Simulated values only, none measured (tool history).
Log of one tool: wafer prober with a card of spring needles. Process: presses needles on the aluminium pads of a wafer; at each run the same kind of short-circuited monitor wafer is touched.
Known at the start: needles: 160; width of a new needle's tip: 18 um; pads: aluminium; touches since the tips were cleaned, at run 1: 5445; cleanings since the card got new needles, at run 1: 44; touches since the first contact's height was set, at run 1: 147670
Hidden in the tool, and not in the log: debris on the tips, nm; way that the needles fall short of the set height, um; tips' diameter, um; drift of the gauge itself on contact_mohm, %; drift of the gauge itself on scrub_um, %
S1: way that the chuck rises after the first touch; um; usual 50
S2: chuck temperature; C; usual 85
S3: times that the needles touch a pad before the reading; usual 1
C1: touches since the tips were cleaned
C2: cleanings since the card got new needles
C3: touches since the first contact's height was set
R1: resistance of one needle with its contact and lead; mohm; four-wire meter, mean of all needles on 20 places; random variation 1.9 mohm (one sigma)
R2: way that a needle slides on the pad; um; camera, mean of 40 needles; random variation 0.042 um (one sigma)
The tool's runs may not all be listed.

Run 1, day 0: usual settings; C1 5445; C2 44; C3 147670. Result: R1 208 mohm, R2 7.17 um.
At day 0.292: tips cleaned on abrasive film.
At day 1.167: tips cleaned on abrasive film.
Run 2, day 1.775: usual settings; C1 5014; C2 46; C3 162216. Result: R1 211 mohm, R2 7.17 um.
At day 2.062: tips cleaned on abrasive film.
At day 2.979: tips cleaned on abrasive film.
Run 3, day 3.567: usual settings; C1 4822; C2 48; C3 176908. Result: R1 213 mohm, R2 7.13 um.
At day 3.812: tips cleaned on abrasive film.
At day 4.733: tips cleaned on abrasive film.
Run 4, day 4.988: usual settings but S2 111 C; C1 2079; C2 50; C3 188535. Result: R1 213 mohm, R2 7.21 um.
At day 5.717: tips cleaned on abrasive film.
At day 6.1: height of the first contact set anew.
Run 5, day 6.254: usual settings but S2 111 C; C1 4354; C2 51; C3 1287. Result: R1 217 mohm, R2 7.12 um.
At day 6.596: tips cleaned on abrasive film.
At day 7.433: tips cleaned on abrasive film.
Run 6, day 7.738: usual settings; C1 2520; C2 53; C3 13419. Result: R1 212 mohm, R2 7.15 um.
At day 8.279: tips cleaned on abrasive film.
Run 7, day 9.017: usual settings; C1 6066; C2 54; C3 23924. Result: R1 206 mohm, R2 7.13 um.
At day 9.154: tips cleaned on abrasive film.
At day 10.062: tips cleaned on abrasive film.
Run 8, day 10.762: usual settings but S2 63 C; C1 5755; C2 56; C3 38220. Result: R1 202 mohm, R2 7.06 um.
At day 10.967: tips cleaned on abrasive film.
At day 11.875: tips cleaned on abrasive film.
Run 9, day 12.267: usual settings but S2 63 C; C1 3219; C2 58; C3 50541. Result: R1 202 mohm, R2 7.03 um.
At day 12.829: tips cleaned on abrasive film.
At day 13.808: tips cleaned on abrasive film.
Run 10, day 14.008: usual settings but S2 63 C; C1 1644; C2 60; C3 64840. Result: R1 205 mohm, R2 7.08 um.
At day 14.642: tips cleaned on abrasive film.
Run 11, day 15.338: usual settings but S2 63 C; C1 5731; C2 61; C3 75733. Result: R1 204 mohm, R2 6.99 um.
At day 15.571: tips cleaned on abrasive film.
At day 16.417: tips cleaned on abrasive film.
Run 12, day 16.946: usual settings but S2 63 C; C1 4341; C2 63; C3 88902. Result: R1 205 mohm, R2 7.02 um.
At day 17.296: tips cleaned on abrasive film.
At day 18.154: tips cleaned on abrasive film.
Run 13, day 18.638: usual settings but S2 63 C; C1 3976; C2 65; C3 102781. Result: R1 203 mohm, R2 6.98 um.
At day 19.046: gauge calibrated.
At day 19.05: tips cleaned on abrasive film.
At day 19.938: tips cleaned on abrasive film.
Run 14, day 20.179: usual settings but S1 58 um, S2 117 C; C1 1998; C2 67; C3 115416. Result: R1 209 mohm, R2 8.42 um.
At day 20.892: tips cleaned on abrasive film.
Run 15, day 21.279: usual settings but S2 86 C, S3 2; C1 3186; C2 68; C3 124422. Result: R1 207 mohm, R2 7.19 um.
At day 21.746: tips cleaned on abrasive film.
At day 22.617: tips cleaned on abrasive film.
Run 16, day 23.092: usual settings but S2 86 C, S3 2; C1 3936; C2 70; C3 139304. Result: R1 208 mohm, R2 7.1 um.
At day 23.454: tips cleaned on abrasive film.
Run 17, day 24.071: usual settings but S1 52 um, S3 2; C1 5077; C2 71; C3 147317. Result: R1 207 mohm, R2 7.39 um.
At day 24.321: tips cleaned on abrasive film.
At day 25.258: tips cleaned on abrasive film.
Run 18, day 25.279: usual settings but S1 67 um, S2 34 C; C1 174; C2 73; C3 157202. Result: R1 194 mohm, R2 9.55 um.
At day 26.2: tips cleaned on abrasive film.
Run 19, day 26.75: usual settings but S1 67 um, S2 34 C; C1 4551; C2 74; C3 169297. Result: R1 191 mohm, R2 9.57 um.
At day 27.029: tips cleaned on abrasive film.
Run 20, day 27.679: usual settings but S1 67 um, S2 34 C; C1 5329; C2 75; C3 176890. Result: R1 192 mohm, R2 9.57 um.
At day 27.996: tips cleaned on abrasive film.
At day 28.9: tips cleaned on abrasive film.
Run 21, day 29.342: usual settings but S1 67 um, S2 34 C; C1 3638; C2 77; C3 190525. Result: R1 194 mohm, R2 9.41 um.
At day 29.754: tips cleaned on abrasive film.
At day 30.317: height of the first contact set anew.
At day 30.621: tips cleaned on abrasive film.
Run 22, day 30.638: usual settings but S1 67 um, S2 34 C; C1 140; C2 79; C3 2617. Result: R1 193 mohm, R2 9.46 um.
At day 31.538: tips cleaned on abrasive film.
Run 23, day 32.058: usual settings but S2 33 C; C1 4285; C2 80; C3 14301. Result: R1 200 mohm, R2 7.02 um.

Forecast each of these 4 alternatives for the next run:
At day 32.433: tips cleaned on abrasive film.
At day 33.275: tips cleaned on abrasive film.
Run A, day 33.371: usual settings but S3 3; C1 801; C2 82; C3 25030. Result: R1 ?, R2 ?.
At day 32.433: tips cleaned on abrasive film.
At day 33.275: tips cleaned on abrasive film.
Run B, day 33.371: usual settings but S1 46 um, S2 90 C; C1 801; C2 82; C3 25030. Result: R1 ?, R2 ?.
At day 32.433: tips cleaned on abrasive film.
At day 33.275: tips cleaned on abrasive film.
Run C, day 33.371: usual settings but S1 60 um, S2 45 C; C1 801; C2 82; C3 25030. Result: R1 ?, R2 ?.
At day 32.433: tips cleaned on abrasive film.
At day 33.275: tips cleaned on abrasive film.
Run D, day 33.371: usual settings but S2 46 C; C1 801; C2 82; C3 25030. Result: R1 ?, R2 ?.

run   R1    R2
  A  208  7.02
  B  215  6.51
  C  196  8.48
  D  202  7.08
Without the tool's hidden state the same runs would have given:
run   R1    R2
  A  208  7.18
  B  215  6.66
  C  196  8.67
  D  202  7.24
